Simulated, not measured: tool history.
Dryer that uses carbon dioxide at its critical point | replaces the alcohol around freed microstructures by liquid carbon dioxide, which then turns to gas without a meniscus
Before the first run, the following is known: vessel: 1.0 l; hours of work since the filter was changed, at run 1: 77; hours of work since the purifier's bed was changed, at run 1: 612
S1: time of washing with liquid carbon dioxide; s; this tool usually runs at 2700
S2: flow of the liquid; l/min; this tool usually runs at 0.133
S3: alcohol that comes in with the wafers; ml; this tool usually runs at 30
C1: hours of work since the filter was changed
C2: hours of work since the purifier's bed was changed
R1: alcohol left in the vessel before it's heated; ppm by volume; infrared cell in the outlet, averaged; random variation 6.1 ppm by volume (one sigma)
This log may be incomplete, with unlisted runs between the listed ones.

Run 1, day 0: usual settings; C1 77; C2 612. Result: R1 343 ppm by volume.
Run 2, day 1.288: usual settings; C1 94; C2 628. Result: R1 365 ppm by volume.
Run 3, day 2.767: usual settings but S1 3900 s; C1 113; C2 647. Result: R1 135 ppm by volume.
Run 4, day 4.004: usual settings but S1 3900 s; C1 129; C2 663. Result: R1 139 ppm by volume.
Run 5, day 6.317: usual settings but S1 3900 s; C1 158; C2 693. Result: R1 134 ppm by volume.
Run 6, day 8.117: usual settings but S1 2520 s; C1 182; C2 716. Result: R1 497 ppm by volume.
Run 7, day 9.971: usual settings but S3 25 ml; C1 205; C2 740. Result: R1 362 ppm by volume.
Run 8, day 11.854: usual settings but S3 62 ml; C1 230; C2 764. Result: R1 739 ppm by volume.
At day 13.021: inlet filter changed.
Run 9, day 14.046: usual settings but S2 0.117 l/min; C1 13; C2 792. Result: R1 555 ppm by volume.
Run 10, day 15.812: usual settings but S2 0.117 l/min; C1 36; C2 815. Result: R1 552 ppm by volume.
Run 11, day 17.346: usual settings but S2 0.208 l/min; C1 56; C2 835. Result: R1 143 ppm by volume.
Run 12, day 18.521: usual settings but S2 0.208 l/min; C1 71; C2 850. Result: R1 151 ppm by volume.
Run 13, day 20.038: usual settings but S2 0.208 l/min; C1 90; C2 869. Result: R1 150 ppm by volume.
Run 14, day 21.075: usual settings; C1 104; C2 883. Result: R1 383 ppm by volume.
Run 15, day 22.3: usual settings; C1 120; C2 899. Result: R1 404 ppm by volume.
Run 16, day 23.575: usual settings; C1 136; C2 915. Result: R1 411 ppm by volume.
Run 17, day 24.842: usual settings but S2 0.12 l/min, S3 29 ml; C1 152; C2 931. Result: R1 559 ppm by volume.
Run 18, day 26.962: usual settings but S2 0.149 l/min, S3 20 ml; C1 180; C2 959. Result: R1 259 ppm by volume.
Run 19, day 27.971: usual settings but S2 0.149 l/min, S3 20 ml; C1 193; C2 972. Result: R1 256 ppm by volume.
Run 20, day 29.192: usual settings but S1 2760 s, S3 108 ml; C1 208; C2 987. Result: R1 1105 ppm by volume.
Run 21, day 31.333: usual settings but S2 0.085 l/min, S3 33 ml; C1 236; C2 1015. Result: R1 1919 ppm by volume.
At day 32.05: inlet filter changed.
Run 22, day 33.708: usual settings but S2 0.085 l/min, S3 33 ml; C1 21; C2 1045. Result: R1 1676 ppm by volume.
Run 23, day 36.004: usual settings but S1 3480 s, S2 0.111 l/min, S3 56 ml; C1 51; C2 1075. Result: R1 487 ppm by volume.
Run 24, day 37.933: usual settings but S1 3480 s, S2 0.111 l/min, S3 56 ml; C1 76; C2 1100. Result: R1 503 ppm by volume.
Run 25, day 40.133: usual settings but S1 3480 s, S2 0.121 l/min, S3 37 ml; C1 104; C2 1128. Result: R1 306 ppm by volume.
Run 26, day 42.467: usual settings but S1 1920 s, S2 0.129 l/min, S3 54 ml; C1 134; C2 1158. Result: R1 2348 ppm by volume.
Run 27, day 43.638: usual settings but S1 1920 s, S2 0.129 l/min, S3 54 ml; C1 149; C2 1173. Result: R1 2375 ppm by volume.
Run 28, day 45.738: usual settings but S1 3960 s, S2 0.129 l/min, S3 80 ml; C1 176; C2 1200. Result: R1 296 ppm by volume.
Run 29, day 47.892: usual settings but S1 3300 s, S2 0.119 l/min; C1 204; C2 1228. Result: R1 386 ppm by volume.
Run 30, day 49.008: usual settings but S1 2340 s, S2 0.094 l/min, S3 41 ml; C1 219; C2 1242. Result: R1 2674 ppm by volume.
Run 31, day 50.471: usual settings but S1 2340 s, S2 0.094 l/min, S3 41 ml; C1 237; C2 1261. Result: R1 2694 ppm by volume.
At day 50.958: inlet filter changed.
Run 32, day 52.112: usual settings but S1 2340 s, S2 0.094 l/min, S3 41 ml; C1 15; C2 1282. Result: R1 2281 ppm by volume.

What differs in the tool's unlogged condition from the final listed run ahead of each entry between runs to the first listed run following it?
Run 8 -> run 9: inlet filter changed (day 13.021)
  flow that reaches the vessel past the clogged filter, %: 94.3 -> 99.2; alcohol in the recycled carbon dioxide, ppm: 118.2 -> 121.9
  what was measured, less what the result would be without the hidden state, R1: +267 -> +132 ppm by volume
Run 21 -> run 22: inlet filter changed (day 32.05)
  flow that reaches the vessel past the clogged filter, %: 94 -> 98.5; alcohol in the recycled carbon dioxide, ppm: 154.4 -> 158.9
  what was measured, less what the result would be without the hidden state, R1: +452 -> +224 ppm by volume
Run 31 -> run 32: inlet filter changed (day 50.958)
  flow that reaches the vessel past the clogged filter, %: 93.3 -> 99.7; alcohol in the recycled carbon dioxide, ppm: 189 -> 191.9
  what was measured, less what the result would be without the hidden state, R1: +636 -> +209 ppm by volume

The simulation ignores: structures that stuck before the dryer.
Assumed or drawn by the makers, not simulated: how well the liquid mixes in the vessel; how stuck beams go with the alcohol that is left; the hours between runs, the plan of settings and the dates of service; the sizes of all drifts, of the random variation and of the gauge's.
